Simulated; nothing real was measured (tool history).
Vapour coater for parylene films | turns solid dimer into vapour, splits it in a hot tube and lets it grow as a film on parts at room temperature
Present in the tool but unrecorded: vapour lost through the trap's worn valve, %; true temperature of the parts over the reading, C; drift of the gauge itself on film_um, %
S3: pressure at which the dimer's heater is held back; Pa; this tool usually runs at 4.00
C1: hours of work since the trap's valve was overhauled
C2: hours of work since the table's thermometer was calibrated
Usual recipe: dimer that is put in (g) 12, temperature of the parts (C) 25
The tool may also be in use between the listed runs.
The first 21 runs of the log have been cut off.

{"day": 27.771, "done": "table's thermometer calibrated"}
{"run": 22, "day": 28.212, "dimer that is put in (g)": 12, "temperature of the parts (C)": 19, "S3": 4.0, "C1": 599, "C2": 8, "thickness of the film (um)": 2.78}
{"day": 29.1, "done": "trap's valve overhauled"}
{"run": 23, "day": 29.388, "dimer that is put in (g)": 12, "temperature of the parts (C)": 19, "S3": 4.0, "C1": 5, "C2": 25, "thickness of the film (um)": 3.04}
{"run": 24, "day": 30.946, "dimer that is put in (g)": 12, "temperature of the parts (C)": 19, "S3": 4.0, "C1": 32, "C2": 52, "thickness of the film (um)": 3.05}
{"run": 25, "day": 31.842, "dimer that is put in (g)": 6, "temperature of the parts (C)": 25, "S3": 4.82, "C1": 47, "C2": 67, "thickness of the film (um)": 1.13}
{"run": 26, "day": 33.0, "dimer that is put in (g)": 9, "temperature of the parts (C)": 25, "S3": 4.82, "C1": 67, "C2": 87, "thickness of the film (um)": 1.71}
{"run": 27, "day": 34.05, "dimer that is put in (g)": 12, "temperature of the parts (C)": 19, "S3": 4.0, "C1": 85, "C2": 106, "thickness of the film (um)": 3.04}
{"run": 28, "day": 35.942, "dimer that is put in (g)": 12, "temperature of the parts (C)": 19, "S3": 4.0, "C1": 118, "C2": 138, "thickness of the film (um)": 3.0}
{"run": 29, "day": 37.842, "dimer that is put in (g)": 12, "temperature of the parts (C)": 19, "S3": 4.0, "C1": 151, "C2": 171, "thickness of the film (um)": 2.99}
{"run": 30, "day": 39.525, "dimer that is put in (g)": 12, "temperature of the parts (C)": 25, "S3": 4.0, "C1": 180, "C2": 200, "thickness of the film (um)": 2.26}
{"run": 31, "day": 40.758, "dimer that is put in (g)": 5, "temperature of the parts (C)": 20, "S3": 4.0, "C1": 201, "C2": 221, "thickness of the film (um)": 1.17}
{"run": 32, "day": 42.7, "dimer that is put in (g)": 9, "temperature of the parts (C)": 28, "S3": 3.14, "C1": 235, "C2": 255, "thickness of the film (um)": 1.49}
{"run": 33, "day": 43.629, "dimer that is put in (g)": 13, "temperature of the parts (C)": 18, "S3": 8.57, "C1": 251, "C2": 271, "thickness of the film (um)": 3.0}
{"run": 34, "day": 44.988, "dimer that is put in (g)": 5, "temperature of the parts (C)": 34, "S3": 3.5, "C1": 274, "C2": 294, "thickness of the film (um)": 0.59}
{"run": 35, "day": 46.392, "dimer that is put in (g)": 9, "temperature of the parts (C)": 25, "S3": 5.49, "C1": 299, "C2": 319, "thickness of the film (um)": 1.57}
{"run": 36, "day": 47.729, "dimer that is put in (g)": 21, "temperature of the parts (C)": 25, "S3": 4.0, "C1": 322, "C2": 342, "thickness of the film (um)": 3.83}
{"run": 37, "day": 49.275, "dimer that is put in (g)": 21, "temperature of the parts (C)": 25, "S3": 4.0, "C1": 348, "C2": 368, "thickness of the film (um)": 3.8}
{"run": 38, "day": 50.238, "dimer that is put in (g)": 15, "temperature of the parts (C)": 22, "S3": 4.0, "C1": 365, "C2": 385, "thickness of the film (um)": 3.19}
{"run": 39, "day": 51.571, "dimer that is put in (g)": 15, "temperature of the parts (C)": 22, "S3": 4.0, "C1": 388, "C2": 408, "thickness of the film (um)": 3.2}
{"run": 40, "day": 53.25, "dimer that is put in (g)": 9, "temperature of the parts (C)": 23, "S3": 5.21, "C1": 417, "C2": 437, "thickness of the film (um)": 1.71}
{"run": 41, "day": 54.229, "dimer that is put in (g)": 5, "temperature of the parts (C)": 31, "S3": 2.95, "C1": 434, "C2": 454, "thickness of the film (um)": 0.71}

What if the next run were any one of these 3? Each begins from the tool's condition after run 41:
{"run": "A", "day": 55.1, "dimer that is put in (g)": 11, "temperature of the parts (C)": 22, "S3": 3.42, "C1": 449, "C2": 469, "thickness of the film (um)": "?"}
{"run": "B", "day": 55.1, "dimer that is put in (g)": 13, "temperature of the parts (C)": 31, "S3": 5.05, "C1": 449, "C2": 469, "thickness of the film (um)": "?"}
{"run": "C", "day": 55.1, "dimer that is put in (g)": 12, "temperature of the parts (C)": 24, "S3": 4.0, "C1": 449, "C2": 469, "thickness of the film (um)": "?"}

run=A thickness_of_the_film_(um)=2.39
run=B thickness_of_the_film_(um)=1.70
run=C thickness_of_the_film_(um)=2.25
Take away the tool's hidden state, keep each run's random variation, and the runs would have read:
run=A thickness_of_the_film_(um)=2.59
run=B thickness_of_the_film_(um)=1.84
run=C thickness_of_the_film_(um)=2.45
